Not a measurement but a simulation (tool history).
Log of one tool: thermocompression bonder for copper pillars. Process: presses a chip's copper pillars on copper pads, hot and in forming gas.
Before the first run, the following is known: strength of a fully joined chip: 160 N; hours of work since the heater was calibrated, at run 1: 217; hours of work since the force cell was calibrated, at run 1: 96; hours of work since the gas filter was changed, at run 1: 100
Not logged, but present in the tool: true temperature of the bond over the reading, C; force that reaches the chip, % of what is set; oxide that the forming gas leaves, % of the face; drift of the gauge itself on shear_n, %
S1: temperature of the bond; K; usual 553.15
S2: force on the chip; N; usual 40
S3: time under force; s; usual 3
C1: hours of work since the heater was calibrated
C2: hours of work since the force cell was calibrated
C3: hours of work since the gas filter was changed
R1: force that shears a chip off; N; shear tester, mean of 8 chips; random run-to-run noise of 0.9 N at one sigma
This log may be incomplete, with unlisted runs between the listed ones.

run 1 hour=0.0 | S1=553.15 S2=40 S3=3 | C1=217 C2=96 C3=100 | R1=69.0
run 2 hour=34.1 | S1=553.15 S2=40 S3=3 | C1=234 C2=113 C3=117 | R1=70.0
run 3 hour=50.9 | S1=553.15 S2=40 S3=3 | C1=242 C2=121 C3=126 | R1=70.3
run 4 hour=71.1 | S1=553.15 S2=40 S3=3 | C1=252 C2=131 C3=136 | R1=72.4
run 5 hour=98.0 | S1=553.15 S2=40 S3=3 | C1=266 C2=144 C3=149 | R1=69.3
run 6 hour=128.9 | S1=563.15 S2=40 S3=3 | C1=281 C2=160 C3=164 | R1=75.4
run 7 hour=153.4 | S1=563.15 S2=40 S3=3 | C1=293 C2=172 C3=176 | R1=76.0
run 8 hour=178.9 | S1=563.15 S2=40 S3=3 | C1=306 C2=184 C3=189 | R1=75.1
run 9 hour=194.5 | S1=563.15 S2=40 S3=5 | C1=314 C2=192 C3=197 | R1=90.6
run 10 hour=225.2 | S1=563.15 S2=31 S3=3 | C1=329 C2=207 C3=212 | R1=59.9
run 11 hour=259.6 | S1=563.15 S2=31 S3=3 | C1=346 C2=224 C3=229 | R1=59.0
run 12 hour=287.1 | S1=563.15 S2=31 S3=3 | C1=360 C2=238 C3=243 | R1=57.4
run 13 hour=318.0 | S1=576.15 S2=31 S3=2 | C1=375 C2=253 C3=258 | R1=55.5

5 ways to go on from here, each from the tool as it stands after run 13. What would each give?
run A hour=334.8 | S1=578.15 S2=54 S3=3 | C1=383 C2=262 C3=266 | R1=?
run B hour=334.8 | S1=555.15 S2=31 S3=2 | C1=383 C2=262 C3=266 | R1=?
run C hour=334.8 | S1=534.15 S2=40 S3=3 | C1=383 C2=262 C3=266 | R1=?
run D hour=334.8 | S1=551.15 S2=27 S3=2 | C1=383 C2=262 C3=266 | R1=?
run E hour=334.8 | S1=580.15 S2=40 S3=3 | C1=383 C2=262 C3=266 | R1=?

run=A R1=104.0
run=B R1=45.2
run=C R1=53.9
run=D R1=37.1
run=E R1=85.0
Stripped of hidden state, with their random variation kept, the same runs would have yielded:
run=A R1=112.9
run=B R1=51.0
run=C R1=60.8
run=D R1=42.1
run=E R1=93.4
